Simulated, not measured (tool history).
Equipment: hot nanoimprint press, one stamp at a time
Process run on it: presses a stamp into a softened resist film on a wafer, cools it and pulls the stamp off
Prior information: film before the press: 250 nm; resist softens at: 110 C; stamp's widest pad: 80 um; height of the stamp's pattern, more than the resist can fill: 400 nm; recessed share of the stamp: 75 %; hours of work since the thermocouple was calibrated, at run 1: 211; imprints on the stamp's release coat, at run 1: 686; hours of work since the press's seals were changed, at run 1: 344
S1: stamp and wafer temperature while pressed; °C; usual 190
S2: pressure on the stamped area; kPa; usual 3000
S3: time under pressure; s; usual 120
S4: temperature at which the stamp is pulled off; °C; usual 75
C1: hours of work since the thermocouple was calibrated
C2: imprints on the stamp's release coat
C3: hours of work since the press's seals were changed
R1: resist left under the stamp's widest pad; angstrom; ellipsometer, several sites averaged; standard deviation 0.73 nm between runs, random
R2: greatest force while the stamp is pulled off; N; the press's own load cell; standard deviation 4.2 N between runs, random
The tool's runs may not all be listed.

| run | hour | S1 | S2 | S3 | S4 | C1 | C2 | C3 | R1 | R2 |
|---|---|---|---|---|---|---|---|---|---|---|
| 1 | 0 | 190 | 3000 | 120 | 75 | 211 | 686 | 344 | 891 | 201 |
| 2 | 9.3 | 190 | 3000 | 120 | 75 | 218 | 716 | 350 | 878 | 203 |
| 3 | 21.5 | 189 | 3000 | 120 | 75 | 226 | 754 | 359 | 912 | 201 |
| 4 | 33.6 | 189 | 3000 | 120 | 75 | 235 | 793 | 367 | 907 | 197 |
| 5 | 44.8 | 189 | 3000 | 120 | 75 | 242 | 828 | 375 | 931 | 201 |
| 6 | 51.3 | 190 | 3000 | 120 | 75 | 247 | 849 | 380 | 898 | 207 |
| 7 | 61.7 | 190 | 2130 | 120 | 75 | 254 | 882 | 387 | 1029 | 205 |
| 8 | 68.3 | 190 | 2130 | 120 | 75 | 259 | 903 | 392 | 1042 | 204 |
| 9 | 77.1 | 190 | 3000 | 71 | 75 | 265 | 930 | 398 | 1093 | 203 |
| 10 | 85.1 | 190 | 3000 | 71 | 75 | 270 | 956 | 403 | 1090 | 197 |
| 11 | 93.3 | 190 | 3000 | 71 | 75 | 276 | 982 | 409 | 1089 | 200 |
| 12 | 104.7 | 180 | 3000 | 71 | 75 | 284 | 1018 | 417 | 1614 | 201 |
| 13 | 111.3 | 190 | 3000 | 120 | 81 | 289 | 1039 | 422 | 878 | 197 |
| 14 | 117.4 | 190 | 3000 | 120 | 81 | 293 | 1058 | 426 | 877 | 190 |
| 15 | 126.2 | 190 | 3000 | 233 | 75 | 299 | 1086 | 432 | 659 | 208 |
| 16 | 135.6 | 190 | 3000 | 120 | 75 | 306 | 1116 | 439 | 875 | 204 |
| 17 | 145 | 182 | 3000 | 120 | 82 | 312 | 1146 | 445 | 1259 | 192 |
| 18 | 152.2 | 202 | 2710 | 120 | 82 | 317 | 1168 | 450 | 551 | 196 |

The next listed run, before its measurement:
| 19 | 164.1 | 202 | 2710 | 120 | 82 | 326 | 1206 | 458 | ? | ? |

R1: 552 angstrom
R2: 189 N
On a tool with no hidden condition, and with the same random variation, this run would have come out at R1 551 angstrom, R2 188 N.
